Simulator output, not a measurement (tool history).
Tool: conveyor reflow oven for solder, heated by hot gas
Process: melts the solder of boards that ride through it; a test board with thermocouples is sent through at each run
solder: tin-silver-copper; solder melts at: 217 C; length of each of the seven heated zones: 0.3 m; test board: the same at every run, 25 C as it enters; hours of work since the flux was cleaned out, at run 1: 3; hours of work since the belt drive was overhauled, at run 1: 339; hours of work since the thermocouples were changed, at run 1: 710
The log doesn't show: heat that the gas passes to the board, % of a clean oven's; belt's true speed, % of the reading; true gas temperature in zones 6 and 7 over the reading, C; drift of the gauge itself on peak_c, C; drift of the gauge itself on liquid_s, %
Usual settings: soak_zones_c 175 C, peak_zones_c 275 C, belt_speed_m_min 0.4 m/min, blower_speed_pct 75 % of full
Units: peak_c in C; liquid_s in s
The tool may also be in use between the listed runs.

run,hour,soak_zones_c,peak_zones_c,belt_speed_m_min,blower_speed_pct,hours of work since the flux was cleaned out,hours of work since the belt drive was overhauled,hours of work since the thermocouples were changed,peak_c,liquid_s
1,0,175,275,0.4,75,3,339,710,260.8,73.7
2,11.9,175,275,0.4,75,10,345,716,260.8,74.2
3,29.8,175,286,0.4,75,19,354,725,270.7,79.5
4,44.6,175,286,0.4,75,26,362,733,270.5,80.1
5,53.8,175,275,0.4,75,31,367,738,260.4,74.5
6,62.3,175,275,0.4,75,35,371,742,260,73.9
7,81.6,175,275,0.4,73,45,381,752,260.1,73.6
8,99.1,175,275,0.4,75,54,390,761,260,74.3
9,113.9,175,275,0.4,75,62,397,768,260.2,73.8
10,130,180,275,0.4,75,70,405,776,260.9,77
11,141.6,175,275,0.472,75,76,411,782,254.5,57.5
12,159.2,175,267,0.4,75,85,420,791,253.6,68.2
13,171.1,175,267,0.4,75,91,426,797,253.7,69.2
14,186.4,175,267,0.4,75,98,434,805,252.6,69
15,204.5,175,267,0.4,75,108,443,814,253.6,68.5
16,218.3,175,275,0.4,75,115,450,821,260.1,73.9
17,234.5,175,275,0.326,73,123,459,830,266.8,95.4
18,251.6,175,285,0.446,51,132,467,838,256.4,61.6
19,263.8,175,285,0.446,51,138,474,845,257.2,61.5
20,282.7,174,285,0.467,51,147,483,854,253.5,55.3
21,295.7,175,268,0.353,63,154,490,861,255.9,80.1
22,312.3,175,268,0.353,63,163,498,869,256.1,79.8
23,331.3,165,277,0.464,68,172,508,879,252.3,52.2
24,348.3,175,275,0.4,79,181,517,888,260.9,74.3
25,367.6,187,272,0.4,75,191,526,897,260.4,78.8
26,384.2,187,272,0.4,75,199,535,906,259.6,79.5
27,397.7,163,268,0.4,79,206,542,913,252.5,63.2
28,413.2,175,275,0.433,51,214,550,921,250.1,57.7
29,431.5,171,275,0.337,75,223,559,930,264.6,90.1
30,443.7,171,281,0.454,83,230,565,936,261.2,63.1
31,454.2,171,286,0.454,83,235,571,942,265.5,66.5
32,466,171,286,0.454,83,241,577,948,265.1,66.6

Hidden state or all else? Some run-to-run changes of peak_c, split into what the settings, what came in and random variation would give without the hidden state, and what is left for the hidden state (with any gauge scatter that isn't in both results):
Run 4 -> 5: peak_zones_c 286 -> 275. peak_c -10.1 C: hidden state +0.1, all else -10.2.
Run 17 -> 18: peak_zones_c 275 -> 285, belt_speed_m_min 0.326 -> 0.446, blower_speed_pct 73 -> 51. peak_c -10.4 C: hidden state -0.6, all else -9.8.
Run 22 -> 23: soak_zones_c 175 -> 165, peak_zones_c 268 -> 277, belt_speed_m_min 0.353 -> 0.464, blower_speed_pct 63 -> 68. peak_c -3.8 C: hidden state -0.7, all else -3.1.
Run 28 -> 29: soak_zones_c 175 -> 171, belt_speed_m_min 0.433 -> 0.337, blower_speed_pct 51 -> 75. peak_c +14.5 C: hidden state +0.5, all else +14.
Run 29 -> 30: peak_zones_c 275 -> 281, belt_speed_m_min 0.337 -> 0.454, blower_speed_pct 75 -> 83. peak_c -3.4 C: hidden state -0.8, all else -2.6.
